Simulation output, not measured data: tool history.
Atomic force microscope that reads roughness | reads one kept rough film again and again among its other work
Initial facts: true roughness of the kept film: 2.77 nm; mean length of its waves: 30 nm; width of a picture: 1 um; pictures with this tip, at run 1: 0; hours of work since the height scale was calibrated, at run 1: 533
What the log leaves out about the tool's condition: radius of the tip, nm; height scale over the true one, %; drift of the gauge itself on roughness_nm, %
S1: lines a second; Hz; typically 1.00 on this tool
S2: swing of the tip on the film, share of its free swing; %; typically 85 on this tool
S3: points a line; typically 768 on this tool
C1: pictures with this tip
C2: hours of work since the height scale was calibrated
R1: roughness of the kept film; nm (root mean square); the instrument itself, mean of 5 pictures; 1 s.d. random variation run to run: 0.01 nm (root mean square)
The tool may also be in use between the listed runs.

run 1 hour=0.0 | S1=1.00 S2=85 S3=768 | C1=0 C2=533 | R1=2.328
run 2 hour=58.4 | S1=1.00 S2=85 S3=768 | C1=98 C2=564 | R1=2.338
run 3 hour=87.4 | S1=1.00 S2=85 S3=768 | C1=146 C2=580 | R1=2.332
run 4 hour=134.8 | S1=1.00 S2=85 S3=768 | C1=226 C2=606 | R1=2.325
-- hour=158.6 new tip fitted
run 5 hour=162.6 | S1=1.00 S2=85 S3=607 | C1=7 C2=621 | R1=2.332
run 6 hour=186.6 | S1=1.42 S2=85 S3=768 | C1=47 C2=634 | R1=2.266
run 7 hour=219.0 | S1=1.42 S2=85 S3=768 | C1=101 C2=652 | R1=2.246
run 8 hour=276.1 | S1=1.42 S2=85 S3=768 | C1=197 C2=683 | R1=2.268
-- hour=319.2 new tip fitted
run 9 hour=335.2 | S1=1.00 S2=85 S3=768 | C1=26 C2=715 | R1=2.346
run 10 hour=383.2 | S1=1.10 S2=85 S3=768 | C1=107 C2=741 | R1=2.316
run 11 hour=414.5 | S1=3.74 S2=85 S3=768 | C1=160 C2=758 | R1=1.891
run 12 hour=442.7 | S1=2.41 S2=85 S3=768 | C1=207 C2=773 | R1=2.089
-- hour=477.8 new tip fitted
run 13 hour=484.8 | S1=1.00 S2=85 S3=768 | C1=12 C2=796 | R1=2.331
run 14 hour=536.5 | S1=1.00 S2=85 S3=768 | C1=99 C2=824 | R1=2.333
run 15 hour=570.0 | S1=1.00 S2=85 S3=768 | C1=155 C2=842 | R1=2.320
run 16 hour=608.1 | S1=1.00 S2=85 S3=768 | C1=219 C2=863 | R1=2.322
-- hour=636.6 new tip fitted
run 17 hour=649.5 | S1=1.00 S2=85 S3=768 | C1=22 C2=885 | R1=2.340
run 18 hour=683.7 | S1=1.00 S2=85 S3=768 | C1=79 C2=904 | R1=2.328
run 19 hour=720.9 | S1=1.00 S2=84 S3=768 | C1=141 C2=924 | R1=2.348
run 20 hour=766.8 | S1=1.00 S2=64 S3=768 | C1=218 C2=949 | R1=2.456
-- hour=795.2 new tip fitted
run 21 hour=805.6 | S1=1.00 S2=64 S3=768 | C1=18 C2=970 | R1=2.474
run 22 hour=847.1 | S1=1.00 S2=85 S3=768 | C1=87 C2=992 | R1=2.356
run 23 hour=884.9 | S1=1.00 S2=85 S3=768 | C1=151 C2=1013 | R1=2.317
run 24 hour=914.5 | S1=1.00 S2=85 S3=768 | C1=200 C2=1029 | R1=2.320
run 25 hour=939.7 | S1=1.00 S2=85 S3=768 | C1=243 C2=1043 | R1=2.331
-- hour=957.1 new tip fitted
run 26 hour=995.5 | S1=1.00 S2=85 S3=768 | C1=65 C2=1073 | R1=2.334
run 27 hour=1040.4 | S1=1.00 S2=85 S3=768 | C1=140 C2=1097 | R1=2.359
run 28 hour=1066.7 | S1=1.00 S2=79 S3=768 | C1=184 C2=1111 | R1=2.372
run 29 hour=1105.6 | S1=1.00 S2=89 S3=411 | C1=249 C2=1133 | R1=2.290
-- hour=1118.1 new tip fitted
run 30 hour=1148.8 | S1=3.08 S2=70 S3=375 | C1=51 C2=1156 | R1=2.246
run 31 hour=1175.2 | S1=3.52 S2=80 S3=450 | C1=95 C2=1170 | R1=2.032
run 32 hour=1216.9 | S1=3.52 S2=80 S3=450 | C1=165 C2=1193 | R1=2.023
run 33 hour=1263.2 | S1=2.44 S2=78 S3=276 | C1=243 C2=1218 | R1=2.164
-- hour=1278.4 new tip fitted
run 34 hour=1308.4 | S1=2.44 S2=78 S3=276 | C1=50 C2=1242 | R1=2.175
run 35 hour=1361.7 | S1=2.44 S2=78 S3=276 | C1=140 C2=1271 | R1=2.168
run 36 hour=1393.4 | S1=2.70 S2=85 S3=768 | C1=193 C2=1289 | R1=2.058
run 37 hour=1428.6 | S1=0.94 S2=71 S3=885 | C1=252 C2=1308 | R1=2.421
-- hour=1437.0 new tip fitted
run 38 hour=1453.1 | S1=1.18 S2=58 S3=425 | C1=27 C2=1321 | R1=2.491
run 39 hour=1488.0 | S1=0.64 S2=87 S3=686 | C1=86 C2=1340 | R1=2.394
run 40 hour=1542.7 | S1=0.51 S2=64 S3=665 | C1=178 C2=1370 | R1=2.485
run 41 hour=1572.2 | S1=0.51 S2=64 S3=665 | C1=227 C2=1386 | R1=2.495
-- hour=1595.9 new tip fitted
run 42 hour=1619.1 | S1=0.51 S2=64 S3=814 | C1=39 C2=1411 | R1=2.508
run 43 hour=1668.4 | S1=0.51 S2=64 S3=814 | C1=122 C2=1438 | R1=2.499
run 44 hour=1697.1 | S1=0.51 S2=87 S3=631 | C1=170 C2=1453 | R1=2.419
run 45 hour=1739.4 | S1=2.85 S2=79 S3=631 | C1=241 C2=1476 | R1=2.135
-- hour=1755.2 new tip fitted
run 46 hour=1795.0 | S1=1.86 S2=76 S3=848 | C1=66 C2=1506 | R1=2.294
run 47 hour=1846.5 | S1=1.79 S2=85 S3=259 | C1=153 C2=1534 | R1=2.166
run 48 hour=1889.2 | S1=1.94 S2=70 S3=868 | C1=225 C2=1558 | R1=2.347
-- hour=1915.9 new tip fitted
run 49 hour=1926.7 | S1=2.48 S2=55 S3=751 | C1=18 C2=1578 | R1=2.456
run 50 hour=1971.7 | S1=2.48 S2=55 S3=751 | C1=93 C2=1602 | R1=2.440
run 51 hour=2027.1 | S1=2.48 S2=55 S3=751 | C1=186 C2=1632 | R1=2.450

Below are 3 alternative next runs, each starting from the tool's condition after run 51. Predict each:
-- hour=2075.6 new tip fitted
run A hour=2080.9 | S1=2.48 S2=68 S3=573 | C1=9 C2=1661 | R1=?
-- hour=2075.6 new tip fitted
run B hour=2080.9 | S1=2.48 S2=61 S3=751 | C1=9 C2=1661 | R1=?
-- hour=2075.6 new tip fitted
run C hour=2080.9 | S1=1.00 S2=85 S3=316 | C1=9 C2=1661 | R1=?

run=A R1=2.328
run=B R1=2.414
run=C R1=2.315
Stripped of hidden state, with their random variation kept, the same runs would have yielded:
run=A R1=2.328
run=B R1=2.414
run=C R1=2.316
